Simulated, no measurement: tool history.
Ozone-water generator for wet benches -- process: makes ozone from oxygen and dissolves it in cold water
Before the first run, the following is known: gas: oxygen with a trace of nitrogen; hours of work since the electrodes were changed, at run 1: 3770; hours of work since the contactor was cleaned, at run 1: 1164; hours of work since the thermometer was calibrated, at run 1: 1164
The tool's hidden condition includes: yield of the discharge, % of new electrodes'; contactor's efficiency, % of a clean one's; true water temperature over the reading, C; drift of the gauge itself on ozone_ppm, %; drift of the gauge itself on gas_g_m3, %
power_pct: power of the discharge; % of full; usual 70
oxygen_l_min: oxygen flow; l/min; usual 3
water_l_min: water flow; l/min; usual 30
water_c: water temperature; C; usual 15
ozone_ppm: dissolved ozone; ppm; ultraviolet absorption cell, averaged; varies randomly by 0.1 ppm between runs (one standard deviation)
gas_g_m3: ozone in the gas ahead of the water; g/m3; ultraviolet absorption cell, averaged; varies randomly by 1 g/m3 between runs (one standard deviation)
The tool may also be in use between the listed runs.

| run | hour | power_pct | oxygen_l_min | water_l_min | water_c | hours of work since the electrodes were changed | hours of work since the contactor was cleaned | hours of work since the thermometer was calibrated | ozone_ppm | gas_g_m3 |
|---|---|---|---|---|---|---|---|---|---|---|
| 1 | 0 | 70 | 3 | 30 | 15 | 3770 | 1164 | 1164 | 8.6 | 163.3 |
| 2 | 139.3 | 70 | 3 | 30 | 15 | 3892 | 1285 | 1285 | 8.6 | 163.1 |
| 3 | 316.3 | 70 | 3 | 33 | 15 | 4047 | 1440 | 1440 | 7.8 | 162.3 |
| 4 | 409.6 | 70 | 3 | 30 | 15 | 4128 | 1522 | 1522 | 8.6 | 162.9 |
| 5 | 547.9 | 70 | 3 | 30 | 15 | 4249 | 1643 | 1643 | 8.6 | 163.1 |
| 6 | 661.2 | 70 | 3.27 | 30 | 15 | 4348 | 1742 | 1742 | 8.8 | 158.2 |
| 7 | 810.3 | 70 | 3.27 | 30 | 15 | 4479 | 1872 | 1872 | 8.7 | 156.8 |
| 8 | 984.7 | 70 | 3.27 | 30 | 15 | 4631 | 2025 | 2025 | 8.7 | 156.1 |
|  | 1066.6 | contactor cleaned |
| 9 | 1158.7 | 70 | 3 | 42 | 15 | 4780 | 81 | 2173 | 5.6 | 160.4 |
| 10 | 1341.1 | 70 | 3 | 42 | 15 | 4939 | 240 | 2333 | 5.7 | 158.1 |
| 11 | 1479.2 | 70 | 3 | 45 | 15 | 5060 | 361 | 2454 | 5.3 | 158.2 |
| 12 | 1638 | 70 | 3 | 45 | 15 | 5199 | 500 | 2592 | 5.1 | 156.1 |
| 13 | 1757.7 | 70 | 3 | 45 | 15 | 5304 | 604 | 2697 | 5 | 156.4 |
| 14 | 1866.7 | 93 | 3 | 45 | 15 | 5399 | 700 | 2792 | 6.3 | 192.8 |
| 15 | 2020.2 | 85 | 3 | 23 | 15 | 5533 | 834 | 2927 | 13 | 180.2 |
| 16 | 2177.8 | 47 | 3 | 41 | 15 | 5671 | 972 | 3064 | 4.3 | 118.5 |
| 17 | 2321.3 | 70 | 1.77 | 23 | 15 | 5796 | 1097 | 3190 | 9 | 186.4 |
| 18 | 2418.9 | 57 | 3 | 34 | 15 | 5882 | 1183 | 3275 | 6.1 | 134.8 |
| 19 | 2499 | 41 | 3 | 20 | 15 | 5952 | 1253 | 3345 | 9 | 107.3 |
| 20 | 2645.3 | 41 | 3.98 | 20 | 21 | 6080 | 1380 | 3473 | 9.1 | 97.4 |
|  | 2669.6 | electrodes of the discharge changed |
| 21 | 2765.8 | 70 | 1.51 | 30 | 10 | 84 | 1481 | 3573 | 6.8 | 224 |
| 22 | 2868 | 46 | 3 | 30 | 18 | 173 | 1570 | 3663 | 6.5 | 127.5 |
| 23 | 3034.9 | 43 | 1.8 | 22 | 15 | 319 | 1716 | 3809 | 7.2 | 142.5 |
| 24 | 3182 | 43 | 1.8 | 22 | 14 | 448 | 1845 | 3937 | 7.1 | 144.3 |
| 25 | 3308.4 | 43 | 1.8 | 22 | 15 | 559 | 1955 | 4048 | 7.2 | 143 |

Alternative continuations, all from the tool just after run 25; predict every row:
| A | 3437.1 | 90 | 3 | 30 | 18 | 671 | 2068 | 4160 | ? | ? |
| B | 3437.1 | 56 | 1.8 | 31 | 15 | 671 | 2068 | 4160 | ? | ? |
| C | 3437.1 | 43 | 1.8 | 22 | 9 | 671 | 2068 | 4160 | ? | ? |

| run | ozone_ppm | gas_g_m3 |
|---|---|---|
| A | 10.9 | 213.5 |
| B | 5.7 | 176.9 |
| C | 7.4 | 141.4 |
What these runs would have given with no unlogged condition in the tool:
| run | ozone_ppm | gas_g_m3 |
|---|---|---|
| A | 11.6 | 216.6 |
| B | 6 | 178.7 |
| C | 7.7 | 142.4 |
